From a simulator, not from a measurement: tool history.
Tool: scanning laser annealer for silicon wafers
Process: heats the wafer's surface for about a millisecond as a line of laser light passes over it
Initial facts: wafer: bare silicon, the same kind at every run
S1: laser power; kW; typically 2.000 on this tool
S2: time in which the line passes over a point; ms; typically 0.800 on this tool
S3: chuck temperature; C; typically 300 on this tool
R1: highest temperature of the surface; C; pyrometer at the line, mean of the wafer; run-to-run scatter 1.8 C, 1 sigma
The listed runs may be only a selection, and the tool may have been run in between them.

{"run": 1, "hour": 0.0, "S1": 2.0, "S2": 0.8, "S3": 300, "R1": 1067}
{"run": 2, "hour": 38.1, "S1": 2.0, "S2": 0.8, "S3": 300, "R1": 1069}
{"run": 3, "hour": 75.5, "S1": 2.0, "S2": 0.641, "S3": 300, "R1": 984}
{"run": 4, "hour": 105.3, "S1": 2.0, "S2": 0.641, "S3": 300, "R1": 987}
{"run": 5, "hour": 148.3, "S1": 2.0, "S2": 0.641, "S3": 300, "R1": 986}
{"run": 6, "hour": 165.8, "S1": 2.0, "S2": 0.641, "S3": 300, "R1": 986}
{"run": 7, "hour": 188.3, "S1": 2.0, "S2": 0.8, "S3": 300, "R1": 1069}
{"run": 8, "hour": 216.4, "S1": 2.0, "S2": 0.8, "S3": 300, "R1": 1069}
{"run": 9, "hour": 252.5, "S1": 2.0, "S2": 0.8, "S3": 300, "R1": 1066}
{"run": 10, "hour": 282.3, "S1": 2.0, "S2": 0.8, "S3": 300, "R1": 1066}
{"run": 11, "hour": 324.9, "S1": 2.067, "S2": 0.8, "S3": 300, "R1": 1098}
{"run": 12, "hour": 344.8, "S1": 1.824, "S2": 0.858, "S3": 323, "R1": 1037}
{"hour": 363.7, "done": "window over the wafer cleaned"}
{"run": 13, "hour": 373.2, "S1": 1.824, "S2": 0.818, "S3": 323, "R1": 1024}
{"run": 14, "hour": 406.1, "S1": 1.836, "S2": 0.838, "S3": 300, "R1": 1010}
{"run": 15, "hour": 432.7, "S1": 1.753, "S2": 0.882, "S3": 286, "R1": 979}
{"run": 16, "hour": 451.0, "S1": 1.922, "S2": 0.855, "S3": 286, "R1": 1046}
{"run": 17, "hour": 468.9, "S1": 1.784, "S2": 0.8, "S3": 310, "R1": 983}
{"run": 18, "hour": 487.9, "S1": 2.0, "S2": 0.8, "S3": 267, "R1": 1033}
{"run": 19, "hour": 527.3, "S1": 2.0, "S2": 0.815, "S3": 333, "R1": 1110}
{"run": 20, "hour": 546.1, "S1": 1.8, "S2": 0.815, "S3": 272, "R1": 956}
{"run": 21, "hour": 587.5, "S1": 1.8, "S2": 0.721, "S3": 324, "R1": 968}
{"run": 22, "hour": 629.4, "S1": 1.823, "S2": 0.8, "S3": 300, "R1": 990}

4 ways to go on from here, each from the tool as it stands after run 22. What would each give?
{"run": "A", "hour": 648.7, "S1": 1.823, "S2": 0.8, "S3": 300, "R1": "?"}
{"run": "B", "hour": 648.7, "S1": 2.122, "S2": 0.727, "S3": 300, "R1": "?"}
{"run": "C", "hour": 648.7, "S1": 2.123, "S2": 0.816, "S3": 280, "R1": "?"}
{"run": "D", "hour": 648.7, "S1": 1.708, "S2": 0.8, "S3": 300, "R1": "?"}

run=A R1=987
run=B R1=1081
run=C R1=1110
run=D R1=937
With no hidden state in the tool, these same runs would have given:
run=A R1=987
run=B R1=1081
run=C R1=1110
run=D R1=937

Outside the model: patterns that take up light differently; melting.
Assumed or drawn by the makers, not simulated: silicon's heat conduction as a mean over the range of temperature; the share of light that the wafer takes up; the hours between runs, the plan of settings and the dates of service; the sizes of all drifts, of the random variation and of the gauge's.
